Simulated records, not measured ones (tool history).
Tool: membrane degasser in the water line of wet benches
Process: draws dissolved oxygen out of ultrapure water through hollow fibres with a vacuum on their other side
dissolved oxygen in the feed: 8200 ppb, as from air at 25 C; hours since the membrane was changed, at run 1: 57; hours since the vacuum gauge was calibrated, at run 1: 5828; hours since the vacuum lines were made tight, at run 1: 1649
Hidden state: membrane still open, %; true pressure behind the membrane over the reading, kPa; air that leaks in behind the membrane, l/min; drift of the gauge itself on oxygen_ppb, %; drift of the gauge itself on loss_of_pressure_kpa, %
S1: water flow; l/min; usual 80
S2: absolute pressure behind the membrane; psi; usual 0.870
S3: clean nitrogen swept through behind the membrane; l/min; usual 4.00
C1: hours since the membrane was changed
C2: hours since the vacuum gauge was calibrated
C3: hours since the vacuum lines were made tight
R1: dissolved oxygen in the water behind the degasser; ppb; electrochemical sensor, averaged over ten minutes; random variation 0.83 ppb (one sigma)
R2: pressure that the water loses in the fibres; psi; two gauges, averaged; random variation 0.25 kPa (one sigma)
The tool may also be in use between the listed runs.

{"run": 1, "day": 0.0, "S1": 80, "S2": 0.87, "S3": 4.0, "C1": 57, "C2": 5828, "C3": 1649, "R1": 136.6, "R2": 9.728}
{"run": 2, "day": 1.746, "S1": 80, "S2": 0.87, "S3": 4.0, "C1": 98, "C2": 5870, "C3": 1691, "R1": 136.3, "R2": 9.697}
{"run": 3, "day": 3.275, "S1": 80, "S2": 0.87, "S3": 4.55, "C1": 135, "C2": 5907, "C3": 1728, "R1": 121.5, "R2": 9.719}
{"run": 4, "day": 4.542, "S1": 80, "S2": 0.87, "S3": 4.55, "C1": 166, "C2": 5937, "C3": 1758, "R1": 121.4, "R2": 9.648}
{"run": 5, "day": 6.146, "S1": 80, "S2": 0.87, "S3": 4.0, "C1": 204, "C2": 5976, "C3": 1797, "R1": 135.3, "R2": 9.735}
{"run": 6, "day": 7.721, "S1": 80, "S2": 0.87, "S3": 3.72, "C1": 242, "C2": 6014, "C3": 1835, "R1": 145.3, "R2": 9.729}
{"run": 7, "day": 8.979, "S1": 80, "S2": 0.87, "S3": 2.19, "C1": 272, "C2": 6044, "C3": 1865, "R1": 223.6, "R2": 9.749}
{"run": 8, "day": 9.75, "S1": 84, "S2": 0.87, "S3": 4.0, "C1": 291, "C2": 6062, "C3": 1883, "R1": 144.0, "R2": 10.257}
{"run": 9, "day": 11.621, "S1": 84, "S2": 0.87, "S3": 4.0, "C1": 335, "C2": 6107, "C3": 1928, "R1": 143.4, "R2": 10.219}
{"run": 10, "day": 13.362, "S1": 80, "S2": 0.87, "S3": 2.07, "C1": 377, "C2": 6149, "C3": 1970, "R1": 231.8, "R2": 9.797}
{"run": 11, "day": 14.479, "S1": 80, "S2": 0.87, "S3": 2.07, "C1": 404, "C2": 6176, "C3": 1997, "R1": 235.5, "R2": 9.722}
{"run": 12, "day": 15.342, "S1": 80, "S2": 0.87, "S3": 2.07, "C1": 425, "C2": 6197, "C3": 2017, "R1": 232.6, "R2": 9.822}
{"run": 13, "day": 17.25, "S1": 80, "S2": 0.87, "S3": 2.07, "C1": 471, "C2": 6242, "C3": 2063, "R1": 235.5, "R2": 9.796}
{"run": 14, "day": 19.088, "S1": 80, "S2": 0.87, "S3": 7.47, "C1": 515, "C2": 6287, "C3": 2107, "R1": 78.9, "R2": 9.803}
{"run": 15, "day": 20.221, "S1": 80, "S2": 0.87, "S3": 7.47, "C1": 542, "C2": 6314, "C3": 2135, "R1": 80.1, "R2": 9.718}
{"run": 16, "day": 21.788, "S1": 80, "S2": 0.87, "S3": 4.0, "C1": 579, "C2": 6351, "C3": 2172, "R1": 136.8, "R2": 9.826}
{"run": 17, "day": 22.917, "S1": 80, "S2": 0.87, "S3": 4.0, "C1": 607, "C2": 6378, "C3": 2199, "R1": 136.5, "R2": 9.722}
{"run": 18, "day": 24.029, "S1": 65, "S2": 1.45, "S3": 7.46, "C1": 633, "C2": 6405, "C3": 2226, "R1": 145.9, "R2": 7.923}
{"run": 19, "day": 25.062, "S1": 65, "S2": 1.45, "S3": 7.46, "C1": 658, "C2": 6430, "C3": 2251, "R1": 144.8, "R2": 7.919}
{"run": 20, "day": 26.629, "S1": 65, "S2": 1.45, "S3": 7.46, "C1": 696, "C2": 6468, "C3": 2288, "R1": 146.8, "R2": 7.923}
{"run": 21, "day": 27.812, "S1": 50, "S2": 1.617, "S3": 7.46, "C1": 724, "C2": 6496, "C3": 2317, "R1": 132.3, "R2": 6.096}
{"run": 22, "day": 29.342, "S1": 56, "S2": 0.87, "S3": 4.0, "C1": 761, "C2": 6533, "C3": 2353, "R1": 99.1, "R2": 6.852}
{"run": 23, "day": 30.892, "S1": 85, "S2": 1.455, "S3": 11.89, "C1": 798, "C2": 6570, "C3": 2391, "R1": 124.5, "R2": 10.396}
{"run": 24, "day": 31.733, "S1": 80, "S2": 0.87, "S3": 2.31, "C1": 818, "C2": 6590, "C3": 2411, "R1": 216.7, "R2": 9.774}
{"run": 25, "day": 33.158, "S1": 59, "S2": 1.848, "S3": 3.1, "C1": 852, "C2": 6624, "C3": 2445, "R1": 400.7, "R2": 7.217}
{"run": 26, "day": 34.2, "S1": 74, "S2": 1.587, "S3": 4.0, "C1": 877, "C2": 6649, "C3": 2470, "R1": 324.2, "R2": 9.04}
{"run": 27, "day": 35.896, "S1": 60, "S2": 1.627, "S3": 1.82, "C1": 918, "C2": 6690, "C3": 2511, "R1": 533.7, "R2": 7.306}
{"run": 28, "day": 36.783, "S1": 60, "S2": 1.627, "S3": 1.82, "C1": 939, "C2": 6711, "C3": 2532, "R1": 535.2, "R2": 7.33}
{"day": 36.971, "done": "vacuum gauge calibrated"}
{"run": 29, "day": 37.592, "S1": 60, "S2": 1.627, "S3": 1.82, "C1": 958, "C2": 15, "C3": 2551, "R1": 517.5, "R2": 7.336}
{"run": 30, "day": 38.6, "S1": 52, "S2": 0.747, "S3": 2.22, "C1": 982, "C2": 39, "C3": 2575, "R1": 101.8, "R2": 6.313}
{"run": 31, "day": 39.638, "S1": 93, "S2": 0.747, "S3": 9.88, "C1": 1007, "C2": 64, "C3": 2600, "R1": 51.2, "R2": 11.375}
{"run": 32, "day": 40.65, "S1": 93, "S2": 0.747, "S3": 9.88, "C1": 1032, "C2": 88, "C3": 2624, "R1": 50.2, "R2": 11.351}

Measured less the same run without the tool's hidden state. The same run-to-run variation is in both; the gauge's scatter may not be:
run=1 R1=+9.9 R2=+0.004
run=2 R1=+9.9 R2=+0.007
run=3 R1=+8.9 R2=+0.010
run=4 R1=+9.0 R2=+0.012
run=5 R1=+10.1 R2=+0.015
run=6 R1=+10.9 R2=+0.017
run=7 R1=+16.8 R2=+0.019
run=8 R1=+10.8 R2=+0.022
run=9 R1=+10.8 R2=+0.025
run=10 R1=+17.5 R2=+0.026
run=11 R1=+17.9 R2=+0.028
run=12 R1=+17.7 R2=+0.029
run=13 R1=+18.0 R2=+0.033
run=14 R1=+6.1 R2=+0.036
run=15 R1=+6.2 R2=+0.038
run=16 R1=+10.7 R2=+0.041
run=17 R1=+10.7 R2=+0.042
run=18 R1=+5.3 R2=+0.036
run=19 R1=+5.3 R2=+0.036
run=20 R1=+5.4 R2=+0.039
run=21 R1=+4.3 R2=+0.030
run=22 R1=+8.2 R2=+0.036
run=23 R1=+4.6 R2=+0.059
run=24 R1=+17.4 R2=+0.057
run=25 R1=+10.5 R2=+0.044
run=26 R1=+10.3 R2=+0.057
run=27 R1=+15.8 R2=+0.046
run=28 R1=+16.0 R2=+0.049
run=29 R1=+3.5 R2=+0.049
run=30 R1=+2.8 R2=+0.044
run=31 R1=+1.5 R2=+0.081
run=32 R1=+1.6 R2=+0.083
